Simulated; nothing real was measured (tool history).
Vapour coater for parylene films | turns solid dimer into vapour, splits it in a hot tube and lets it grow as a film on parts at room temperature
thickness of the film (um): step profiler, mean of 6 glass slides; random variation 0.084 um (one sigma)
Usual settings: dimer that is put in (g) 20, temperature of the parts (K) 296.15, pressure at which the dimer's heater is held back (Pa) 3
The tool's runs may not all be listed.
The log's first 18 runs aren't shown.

| run | day | dimer that is put in (g) | temperature of the parts (K) | pressure at which the dimer's heater is held back (Pa) | thickness of the film (um) |
|---|---|---|---|---|---|
| 19 | 8.921 | 20 | 289.15 | 5.7 | 12.25 |
| 20 | 9.196 | 26 | 289.15 | 5.7 | 15.76 |
| 21 | 9.7 | 35 | 289.15 | 2.82 | 23.53 |
| 22 | 10.338 | 20 | 290.15 | 5.01 | 11.83 |
| 23 | 10.617 | 33 | 295.15 | 2.4 | 16.92 |
| 24 | 11.162 | 23 | 291.15 | 3 | 13.78 |
| 25 | 11.538 | 23 | 291.15 | 3 | 13.76 |
| 26 | 11.9 | 23 | 291.15 | 3 | 13.58 |
| 27 | 12.512 | 23 | 290.15 | 3.54 | 13.9 |
| 28 | 12.983 | 18 | 300.15 | 8.32 | 6.18 |
| 29 | 13.467 | 20 | 292.15 | 10.13 | 9.46 |
| 30 | 14.112 | 20 | 292.15 | 10.13 | 9.76 |
| 31 | 14.492 | 18 | 292.15 | 3.54 | 9.97 |
| 32 | 14.992 | 20 | 289.15 | 7.3 | 11.58 |
| 33 | 15.533 | 20 | 298.15 | 3 | 8.35 |
|  | 15.921 | trap's valve overhauled |
| 34 | 16.233 | 8 | 294.15 | 2.54 | 4.66 |

Forecast each of these 4 alternatives for the next run:
| A | 16.638 | 20 | 300.15 | 8.71 | ? |
| B | 16.638 | 12 | 307.15 | 2.15 | ? |
| C | 16.638 | 20 | 296.15 | 9.76 | ? |
| D | 16.638 | 21 | 290.15 | 3.31 | ? |

| run | thickness of the film (um) |
|---|---|
| A | 7.58 |
| B | 3.91 |
| C | 9.12 |
| D | 14.64 |
Without the tool's hidden state the same runs would have given:
| run | thickness of the film (um) |
|---|---|
| A | 7.34 |
| B | 3.79 |
| C | 8.83 |
| D | 14.17 |
